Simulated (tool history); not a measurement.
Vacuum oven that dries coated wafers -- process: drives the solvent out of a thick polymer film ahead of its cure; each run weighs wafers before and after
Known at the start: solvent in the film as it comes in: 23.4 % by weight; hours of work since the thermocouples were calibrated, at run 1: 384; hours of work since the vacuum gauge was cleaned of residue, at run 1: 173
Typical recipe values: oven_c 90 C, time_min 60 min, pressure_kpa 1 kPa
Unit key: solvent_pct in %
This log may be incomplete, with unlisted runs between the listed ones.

run,hour,oven_c,time_min,pressure_kpa,hours of work since the thermocouples were calibrated,hours of work since the vacuum gauge was cleaned of residue,solvent_pct
1,0,90,60,1,384,173,2.92
2,10.7,90,60,0.61,392,181,2.3
3,19.6,90,60,0.61,399,188,2.28
4,32.3,90,60,0.61,409,197,2.27
# hour 35.5: oven's thermocouples calibrated
5,47.2,90,60,0.61,9,207,2.36
6,54.5,89,60,1,15,213,3.22
7,65.5,90,60,2.09,23,221,4.83
8,73.8,90,100,1.98,29,228,3.85
9,82.8,90,85,2.35,36,235,4.59
# hour 93.9: oven's thermocouples calibrated, once more
10,93.9,95,85,1.25,0,241,2.17
11,100.9,103,60,3.4,5,247,3.87
12,108.7,103,39,3.38,11,253,4.07
13,116.3,99,60,1,17,259,1.47

Below are 5 alternative next runs, each starting from the tool's condition after run 13. Predict each:
A,121.9,97,40,1.04,21,263,?
B,121.9,90,79,1,21,263,?
C,121.9,83,46,1,21,263,?
D,121.9,77,48,2.02,21,263,?
E,121.9,82,62,1,21,263,?

run,solvent_pct
A,2.3
B,2.38
C,7.1
D,12.1
E,5.78
Take away the tool's hidden state, keep each run's random variation, and the runs would have read:
run,solvent_pct
A,2.04
B,2.09
C,6.63
D,11.6
E,5.31

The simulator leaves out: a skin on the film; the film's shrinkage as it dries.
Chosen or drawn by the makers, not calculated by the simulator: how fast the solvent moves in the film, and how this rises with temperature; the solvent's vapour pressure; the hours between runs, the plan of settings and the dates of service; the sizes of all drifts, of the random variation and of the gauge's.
